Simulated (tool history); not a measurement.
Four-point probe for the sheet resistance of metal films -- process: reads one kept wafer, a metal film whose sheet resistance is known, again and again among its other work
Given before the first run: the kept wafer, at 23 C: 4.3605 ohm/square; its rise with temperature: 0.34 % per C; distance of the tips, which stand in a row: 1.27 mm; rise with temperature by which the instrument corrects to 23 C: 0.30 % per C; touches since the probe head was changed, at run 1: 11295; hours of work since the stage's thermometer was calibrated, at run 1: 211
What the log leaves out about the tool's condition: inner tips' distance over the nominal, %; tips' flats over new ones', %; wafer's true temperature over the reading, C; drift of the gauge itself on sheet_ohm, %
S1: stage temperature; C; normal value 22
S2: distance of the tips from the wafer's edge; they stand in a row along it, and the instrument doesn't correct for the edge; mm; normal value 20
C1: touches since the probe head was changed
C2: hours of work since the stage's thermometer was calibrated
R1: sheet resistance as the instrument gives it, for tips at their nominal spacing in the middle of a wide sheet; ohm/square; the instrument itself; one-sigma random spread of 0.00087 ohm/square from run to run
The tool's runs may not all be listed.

run 1 hour=0.0 | S1=22 S2=20 | C1=11295 C2=211 | R1=4.348557
run 2 hour=18.3 | S1=22 S2=20 | C1=11953 C2=220 | R1=4.348981
run 3 hour=41.0 | S1=22 S2=20 | C1=12769 C2=231 | R1=4.348966
run 4 hour=75.5 | S1=22 S2=32 | C1=14011 C2=249 | R1=4.343677
run 5 hour=97.2 | S1=25 S2=20 | C1=14790 C2=259 | R1=4.354347
run 6 hour=116.6 | S1=22 S2=9 | C1=15486 C2=269 | R1=4.386488
run 7 hour=152.9 | S1=32 S2=20 | C1=16794 C2=287 | R1=4.365859
run 8 hour=195.6 | S1=32 S2=20 | C1=18327 C2=308 | R1=4.366974
run 9 hour=233.7 | S1=32 S2=20 | C1=19697 C2=327 | R1=4.367549
run 10 hour=268.4 | S1=32 S2=20 | C1=20944 C2=344 | R1=4.367739
run 11 hour=307.0 | S1=21 S2=20 | C1=22332 C2=364 | R1=4.346616
run 12 hour=350.9 | S1=21 S2=20 | C1=23911 C2=385 | R1=4.347407
run 13 hour=370.4 | S1=21 S2=20 | C1=24612 C2=395 | R1=4.349091
run 14 hour=394.9 | S1=21 S2=20 | C1=25492 C2=407 | R1=4.349419
run 15 hour=429.4 | S1=21 S2=20 | C1=26734 C2=424 | R1=4.348961
run 16 hour=453.0 | S1=21 S2=20 | C1=27581 C2=436 | R1=4.351824
run 17 hour=486.6 | S1=21 S2=20 | C1=28790 C2=453 | R1=4.351903
run 18 hour=512.1 | S1=19 S2=20 | C1=29704 C2=465 | R1=4.347336
run 19 hour=553.6 | S1=19 S2=20 | C1=31198 C2=486 | R1=4.345463
run 20 hour=586.6 | S1=19 S2=20 | C1=32385 C2=503 | R1=4.348436
run 21 hour=609.7 | S1=22 S2=20 | C1=33216 C2=514 | R1=4.353786
run 22 hour=646.7 | S1=22 S2=20 | C1=34544 C2=532 | R1=4.353362
run 23 hour=671.7 | S1=22 S2=32 | C1=35443 C2=545 | R1=4.349087
run 24 hour=694.2 | S1=26 S2=24 | C1=36252 C2=556 | R1=4.357906
run 25 hour=722.5 | S1=22 S2=16 | C1=37270 C2=570 | R1=4.357967
run 26 hour=760.6 | S1=22 S2=16 | C1=38640 C2=589 | R1=4.359933
run 27 hour=804.7 | S1=25 S2=4 | C1=40224 C2=611 | R1=4.575524
run 28 hour=843.7 | S1=25 S2=4 | C1=41627 C2=630 | R1=4.574556
run 29 hour=863.6 | S1=34 S2=20 | C1=42342 C2=640 | R1=4.378373
run 30 hour=897.0 | S1=34 S2=3 | C1=43541 C2=657 | R1=4.748002
run 31 hour=921.4 | S1=33 S2=23 | C1=44420 C2=669 | R1=4.372880
run 32 hour=943.6 | S1=33 S2=23 | C1=45219 C2=680 | R1=4.372793
run 33 hour=985.7 | S1=23 S2=6 | C1=46731 C2=701 | R1=4.451453
run 34 hour=1007.0 | S1=29 S2=42 | C1=47496 C2=711 | R1=4.361753
run 35 hour=1030.0 | S1=29 S2=42 | C1=48324 C2=723 | R1=4.362954
run 36 hour=1066.6 | S1=29 S2=42 | C1=49640 C2=741 | R1=4.362298
run 37 hour=1086.7 | S1=29 S2=42 | C1=50362 C2=751 | R1=4.363601
run 38 hour=1127.8 | S1=20 S2=43 | C1=51839 C2=771 | R1=4.345109
run 39 hour=1156.8 | S1=20 S2=43 | C1=52882 C2=786 | R1=4.347150
run 40 hour=1178.5 | S1=32 S2=3 | C1=53665 C2=797 | R1=4.747331
run 41 hour=1208.9 | S1=32 S2=3 | C1=54757 C2=812 | R1=4.748394
run 42 hour=1231.9 | S1=20 S2=20 | C1=55582 C2=823 | R1=4.354884

Run 43 comes next. What will it give?
run 43 hour=1272.4 | S1=20 S2=10 | C1=57038 C2=843 | R1=?

R1: 4.383418 ohm/square
With no hidden state in the tool, this same run would have given R1 4.392958 ohm/square.
